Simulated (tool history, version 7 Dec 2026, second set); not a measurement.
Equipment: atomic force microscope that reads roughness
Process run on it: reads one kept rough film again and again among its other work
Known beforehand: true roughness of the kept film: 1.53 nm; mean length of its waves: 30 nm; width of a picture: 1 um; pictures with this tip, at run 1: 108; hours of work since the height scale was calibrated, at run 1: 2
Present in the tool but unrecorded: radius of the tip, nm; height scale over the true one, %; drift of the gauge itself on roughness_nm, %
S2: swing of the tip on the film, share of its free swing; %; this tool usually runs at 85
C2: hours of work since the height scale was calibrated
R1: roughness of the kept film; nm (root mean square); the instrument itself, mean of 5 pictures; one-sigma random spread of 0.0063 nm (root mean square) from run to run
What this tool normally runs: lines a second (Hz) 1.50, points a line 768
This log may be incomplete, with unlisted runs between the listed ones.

Run 1, hour 0.0: usual settings; pictures with this tip 108; C2 2. Result: R1 1.173 nm (root mean square).
Run 2, hour 8.4: usual settings but S2 61 %; pictures with this tip 118; C2 6. Result: R1 1.314 nm (root mean square).
Run 3, hour 21.8: usual settings but S2 56 %; pictures with this tip 133; C2 12. Result: R1 1.322 nm (root mean square).
Run 4, hour 28.7: usual settings but S2 56 %; pictures with this tip 141; C2 15. Result: R1 1.329 nm (root mean square).
Run 5, hour 43.0: usual settings but S2 56 %; pictures with this tip 157; C2 22. Result: R1 1.320 nm (root mean square).
Run 6, hour 54.8: usual settings; pictures with this tip 170; C2 27. Result: R1 1.137 nm (root mean square).
Run 7, hour 68.0: usual settings; pictures with this tip 185; C2 33. Result: R1 1.130 nm (root mean square).
Run 8, hour 85.1: usual settings but points a line 414; pictures with this tip 204; C2 41. Result: R1 1.129 nm (root mean square).
Run 9, hour 97.7: usual settings but points a line 414; pictures with this tip 218; C2 47. Result: R1 1.116 nm (root mean square).
Run 10, hour 115.0: usual settings but points a line 414; pictures with this tip 237; C2 55. Result: R1 1.096 nm (root mean square).
Run 11, hour 123.2: usual settings but points a line 414; pictures with this tip 246; C2 59. Result: R1 1.099 nm (root mean square).
Run 12, hour 137.6: usual settings but points a line 414; pictures with this tip 263; C2 66. Result: R1 1.088 nm (root mean square).
Run 13, hour 147.6: usual settings but lines a second (Hz) 1.06; pictures with this tip 274; C2 71. Result: R1 1.151 nm (root mean square).
Run 14, hour 158.6: usual settings but lines a second (Hz) 1.06; pictures with this tip 286; C2 76. Result: R1 1.139 nm (root mean square).
Run 15, hour 169.8: usual settings but lines a second (Hz) 1.06; pictures with this tip 299; C2 81. Result: R1 1.138 nm (root mean square).
Run 16, hour 178.0: usual settings but lines a second (Hz) 1.06; pictures with this tip 308; C2 85. Result: R1 1.123 nm (root mean square).
Run 17, hour 193.0: usual settings but lines a second (Hz) 1.05, S2 77 %, points a line 944; pictures with this tip 325; C2 92. Result: R1 1.173 nm (root mean square).
Run 18, hour 205.6: usual settings but lines a second (Hz) 2.83, S2 80 %, points a line 402; pictures with this tip 339; C2 98. Result: R1 0.987 nm (root mean square).
Run 19, hour 214.5: usual settings but lines a second (Hz) 0.72, points a line 414; pictures with this tip 349; C2 102. Result: R1 1.163 nm (root mean square).

For run 20, what comes out?
Run 20, hour 225.2: usual settings but lines a second (Hz) 0.76, points a line 356; pictures with this tip 361; C2 107. Result: R1 ?.

{"run 20": {"R1": 1.149}}
Minus the tool's unlogged condition, the same run would have read R1 1.329 nm (root mean square).
